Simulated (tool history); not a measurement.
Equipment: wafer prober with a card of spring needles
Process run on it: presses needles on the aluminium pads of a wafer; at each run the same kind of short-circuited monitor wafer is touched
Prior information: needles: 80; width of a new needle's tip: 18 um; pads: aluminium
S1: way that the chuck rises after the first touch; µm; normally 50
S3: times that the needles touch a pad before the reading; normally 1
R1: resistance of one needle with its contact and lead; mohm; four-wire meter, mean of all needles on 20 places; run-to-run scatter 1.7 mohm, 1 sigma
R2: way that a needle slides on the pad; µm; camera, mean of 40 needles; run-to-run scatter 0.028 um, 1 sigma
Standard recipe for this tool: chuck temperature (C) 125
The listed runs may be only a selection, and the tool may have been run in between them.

{"run": 1, "day": 0.0, "S1": 50, "chuck temperature (C)": 125, "S3": 1, "R1": 165, "R2": 8.33}
{"run": 2, "day": 0.65, "S1": 50, "chuck temperature (C)": 125, "S3": 1, "R1": 166, "R2": 8.38}
{"run": 3, "day": 1.221, "S1": 50, "chuck temperature (C)": 125, "S3": 1, "R1": 168, "R2": 8.42}
{"run": 4, "day": 1.621, "S1": 50, "chuck temperature (C)": 64, "S3": 1, "R1": 158, "R2": 8.39}
{"run": 5, "day": 2.242, "S1": 50, "chuck temperature (C)": 47, "S3": 1, "R1": 151, "R2": 8.34}
{"run": 6, "day": 2.762, "S1": 50, "chuck temperature (C)": 47, "S3": 1, "R1": 154, "R2": 8.33}
{"run": 7, "day": 3.092, "S1": 50, "chuck temperature (C)": 125, "S3": 1, "R1": 166, "R2": 8.45}
{"run": 8, "day": 3.588, "S1": 50, "chuck temperature (C)": 125, "S3": 1, "R1": 166, "R2": 8.39}
{"run": 9, "day": 4.183, "S1": 50, "chuck temperature (C)": 125, "S3": 1, "R1": 166, "R2": 8.41}
{"run": 10, "day": 4.508, "S1": 64, "chuck temperature (C)": 125, "S3": 1, "R1": 163, "R2": 10.76}
{"run": 11, "day": 5.188, "S1": 64, "chuck temperature (C)": 125, "S3": 1, "R1": 162, "R2": 10.73}
{"run": 12, "day": 5.721, "S1": 64, "chuck temperature (C)": 125, "S3": 1, "R1": 166, "R2": 10.76}
{"run": 13, "day": 6.388, "S1": 50, "chuck temperature (C)": 118, "S3": 1, "R1": 168, "R2": 8.39}
{"run": 14, "day": 6.988, "S1": 50, "chuck temperature (C)": 125, "S3": 1, "R1": 168, "R2": 8.38}
{"run": 15, "day": 7.304, "S1": 43, "chuck temperature (C)": 125, "S3": 1, "R1": 171, "R2": 7.23}
{"run": 16, "day": 7.688, "S1": 50, "chuck temperature (C)": 125, "S3": 1, "R1": 168, "R2": 8.44}
{"run": 17, "day": 8.046, "S1": 50, "chuck temperature (C)": 95, "S3": 1, "R1": 159, "R2": 8.38}
{"run": 18, "day": 8.383, "S1": 50, "chuck temperature (C)": 95, "S3": 1, "R1": 162, "R2": 8.42}
{"run": 19, "day": 8.946, "S1": 50, "chuck temperature (C)": 95, "S3": 1, "R1": 164, "R2": 8.35}
{"run": 20, "day": 9.579, "S1": 50, "chuck temperature (C)": 95, "S3": 1, "R1": 165, "R2": 8.39}
{"run": 21, "day": 10.179, "S1": 34, "chuck temperature (C)": 76, "S3": 1, "R1": 167, "R2": 5.69}
{"run": 22, "day": 10.533, "S1": 34, "chuck temperature (C)": 76, "S3": 1, "R1": 167, "R2": 5.68}
{"run": 23, "day": 11.154, "S1": 31, "chuck temperature (C)": 29, "S3": 2, "R1": 159, "R2": 5.21}
{"run": 24, "day": 11.667, "S1": 31, "chuck temperature (C)": 29, "S3": 2, "R1": 159, "R2": 5.2}
{"run": 25, "day": 12.171, "S1": 43, "chuck temperature (C)": 27, "S3": 2, "R1": 151, "R2": 7.19}
{"run": 26, "day": 12.617, "S1": 37, "chuck temperature (C)": 123, "S3": 2, "R1": 175, "R2": 6.19}
{"run": 27, "day": 13.312, "S1": 39, "chuck temperature (C)": 46, "S3": 1, "R1": 155, "R2": 6.52}
{"run": 28, "day": 13.821, "S1": 39, "chuck temperature (C)": 46, "S3": 1, "R1": 159, "R2": 6.51}
{"run": 29, "day": 14.2, "S1": 39, "chuck temperature (C)": 35, "S3": 1, "R1": 157, "R2": 6.54}
{"run": 30, "day": 14.879, "S1": 39, "chuck temperature (C)": 35, "S3": 1, "R1": 153, "R2": 6.49}
{"run": 31, "day": 15.442, "S1": 48, "chuck temperature (C)": 98, "S3": 2, "R1": 161, "R2": 8.05}
{"run": 32, "day": 15.962, "S1": 65, "chuck temperature (C)": 31, "S3": 2, "R1": 147, "R2": 10.97}
{"run": 33, "day": 16.496, "S1": 42, "chuck temperature (C)": 50, "S3": 3, "R1": 161, "R2": 7.02}

Between the runs listed above, the log contained 22 entries, not reproduced here. Where in the sequence does each belong, and how does what the log doesn't record of the tool's condition differ from the listed run before to the listed run after?
In the gap between runs 1 and 2: tips cleaned on abrasive film (day 0.575)
  no hidden state differs between the two runs
In the gap between runs 3 and 4: tips cleaned on abrasive film (day 1.296)
  debris on the tips, nm: 0.3 -> 0.2
In the gap between runs 4 and 5: tips cleaned on abrasive film (day 2.054)
  debris on the tips, nm: 0.2 -> 0.1
In the gap between runs 6 and 7: tips cleaned on abrasive film (day 2.796)
  debris on the tips, nm: 0.3 -> 0.2
In the gap between runs 7 and 8: tips cleaned on abrasive film (day 3.512)
  debris on the tips, nm: 0.2 -> 0.1
In the gap between runs 9 and 10: tips cleaned on abrasive film (day 4.258)
  debris on the tips, nm: 0.3 -> 0.2
In the gap between runs 10 and 11: tips cleaned on abrasive film (day 4.992)
  debris on the tips, nm: 0.2 -> 0.1
In the gap between runs 11 and 12: tips cleaned on abrasive film (day 5.721)
  debris on the tips, nm: 0.1 -> 0
In the gap between runs 13 and 14: tips cleaned on abrasive film (day 6.442)
  no hidden state differs between the two runs
In the gap between runs 14 and 15: tips cleaned on abrasive film (day 7.200)
  debris on the tips, nm: 0.3 -> 0.1
In the gap between runs 16 and 17: tips cleaned on abrasive film (day 7.925)
  debris on the tips, nm: 0.3 -> 0.1
In the gap between runs 18 and 19: tips cleaned on abrasive film (day 8.675)
  no hidden state differs between the two runs
In the gap between runs 19 and 20: tips cleaned on abrasive film (day 9.421)
  debris on the tips, nm: 0.2 -> 0.1
In the gap between runs 20 and 21: tips cleaned on abrasive film (day 10.175)
  debris on the tips, nm: 0.1 -> 0
In the gap between runs 22 and 23: tips cleaned on abrasive film (day 10.904)
  no hidden state differs between the two runs
In the gap between runs 23 and 24: tips cleaned on abrasive film (day 11.658)
  debris on the tips, nm: 0.2 -> 0
In the gap between runs 25 and 26: tips cleaned on abrasive film (day 12.412)
  no hidden state differs between the two runs
In the gap between runs 26 and 27: tips cleaned on abrasive film (day 13.133)
  debris on the tips, nm: 0.2 -> 0.1
In the gap between runs 28 and 29: tips cleaned on abrasive film (day 13.888)
  debris on the tips, nm: 0.3 -> 0.2
In the gap between runs 29 and 30: tips cleaned on abrasive film (day 14.650)
  no hidden state differs between the two runs
In the gap between runs 30 and 31: tips cleaned on abrasive film (day 15.375)
  debris on the tips, nm: 0.2 -> 0.1
In the gap between runs 32 and 33: tips cleaned on abrasive film (day 16.092)
  debris on the tips, nm: 0.3 -> 0.2
